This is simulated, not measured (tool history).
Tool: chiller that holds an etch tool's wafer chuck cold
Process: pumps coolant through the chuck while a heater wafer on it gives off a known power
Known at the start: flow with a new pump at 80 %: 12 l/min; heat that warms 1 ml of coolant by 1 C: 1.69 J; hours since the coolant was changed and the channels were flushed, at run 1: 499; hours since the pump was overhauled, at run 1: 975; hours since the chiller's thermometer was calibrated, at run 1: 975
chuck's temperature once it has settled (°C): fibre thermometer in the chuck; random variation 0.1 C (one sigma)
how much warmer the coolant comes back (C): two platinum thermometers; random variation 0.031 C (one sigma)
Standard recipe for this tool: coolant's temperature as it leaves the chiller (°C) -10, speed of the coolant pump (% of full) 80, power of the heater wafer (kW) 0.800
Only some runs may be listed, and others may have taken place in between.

run     day  coolant's temperature as it leaves the chiller (°C)  speed of the coolant pump (% of full)  power of the heater wafer (kW)  hours since the coolant was changed and the channels were flushed  hours since the pump was overhauled  hours since the chiller's thermometer was calibrated  chuck's temperature once it has settled (°C)  how much warmer the coolant comes back (C)
  1   0.000                                                  -10                                     80                           0.800                                                                499                                  975                                                   975                                          -4.5                                        2.36
  2   1.596                                                  -10                                     80                           0.800                                                                537                                 1013                                                  1013                                          -4.4                                        2.37
  3   2.854                                                  -10                                     80                           0.800                                                                567                                 1043                                                  1043                                          -4.6                                        2.42
  4   3.712                                                  -10                                     80                           0.800                                                                588                                 1064                                                  1064                                          -4.7                                        2.38
  5   5.233                                                  -10                                     80                           0.800                                                                624                                 1100                                                  1100                                          -4.6                                        2.42
  6   6.408                                                  -17                                     80                           0.800                                                                653                                 1128                                                  1128                                         -11.6                                        2.44
  7   7.125                                                  -17                                     80                           0.800                                                                670                                 1146                                                  1146                                         -11.6                                        2.35
  8   8.121                                                  -17                                     80                           0.800                                                                694                                 1169                                                  1169                                         -11.4                                        2.44
  9   9.521                                                  -17                                     80                           0.800                                                                727                                 1203                                                  1203                                         -11.5                                        2.36
 10  10.675                                                  -17                                     80                           0.800                                                                755                                 1231                                                  1231                                         -11.3                                        2.35
 11  11.500                                                   -4                                     80                           0.800                                                                775                                 1251                                                  1251                                           1.6                                        2.39
 12  12.888                                                   -4                                     80                           0.800                                                                808                                 1284                                                  1284                                           1.5                                        2.43
 13  14.533                                                  -10                                     81                           0.800                                                                848                                 1323                                                  1323                                          -4.5                                        2.35
 14  15.829                                                  -10                                     81                           0.800                                                                879                                 1355                                                  1355                                          -4.6                                        2.40
 15  16.962                                                  -17                                     81                           1.080                                                                906                                 1382                                                  1382                                          -9.7                                        3.22
 16  17.858                                                  -17                                     81                           1.080                                                                927                                 1403                                                  1403                                          -9.6                                        3.14
 17  19.492                                                   -6                                     82                           0.804                                                                967                                 1442                                                  1442                                          -0.4                                        2.32
 18  20.371                                                   -7                                     73                           0.839                                                                988                                 1464                                                  1464                                          -0.8                                        2.74
     20.671  -- coolant pump overhauled
 19  21.758                                                   -2                                     79                           0.600                                                               1016                                   26                                                  1492                                           2.4                                        1.79
     23.642  -- coolant pump overhauled, once more
 20  23.708                                                   -7                                     73                           1.067                                                               1058                                    2                                                  1534                                           0.7                                        3.45
 21  24.712                                                   -8                                     68                           0.670                                                               1082                                   26                                                  1558                                          -2.7                                        2.33
 22  26.121                                                   -8                                     68                           0.670                                                               1116                                   60                                                  1592                                          -2.6                                        2.35
 23  27.467                                                   -1                                     80                           0.800                                                               1148                                   92                                                  1624                                           4.4                                        2.34
 24  28.662                                                   -8                                     85                           0.520                                                               1177                                  120                                                  1652                                          -4.4                                        1.46
 25  30.088                                                   -8                                     85                           0.520                                                               1211                                  155                                                  1687                                          -4.5                                        1.46
 26  31.358                                                  -10                                     75                           0.770                                                               1241                                  185                                                  1717                                          -4.6                                        2.41
 27  32.975                                                  -10                                     75                           0.770                                                               1280                                  224                                                  1756                                          -4.5                                        2.42

Forecast each of these 3 alternatives for the next run:
  A  33.721                                                  -17                                     75                           0.850                                                               1298                                  242                                                  1774                                             ?                                           ?
  B  33.721                                                  -10                                     83                           0.653                                                               1298                                  242                                                  1774                                             ?                                           ?
  C  33.721                                                  -10                                     69                           0.558                                                               1298                                  242                                                  1774                                             ?                                           ?

run  chuck's temperature once it has settled (°C)  how much warmer the coolant comes back (C)
  A                                         -10.9                                        2.72
  B                                          -5.7                                        1.86
  C                                          -5.6                                        1.90
Had the tool no hidden state, the same runs would have come out as:
run  chuck's temperature once it has settled (°C)  how much warmer the coolant comes back (C)
  A                                         -11.3                                        2.71
  B                                          -6.0                                        1.85
  C                                          -5.9                                        1.89

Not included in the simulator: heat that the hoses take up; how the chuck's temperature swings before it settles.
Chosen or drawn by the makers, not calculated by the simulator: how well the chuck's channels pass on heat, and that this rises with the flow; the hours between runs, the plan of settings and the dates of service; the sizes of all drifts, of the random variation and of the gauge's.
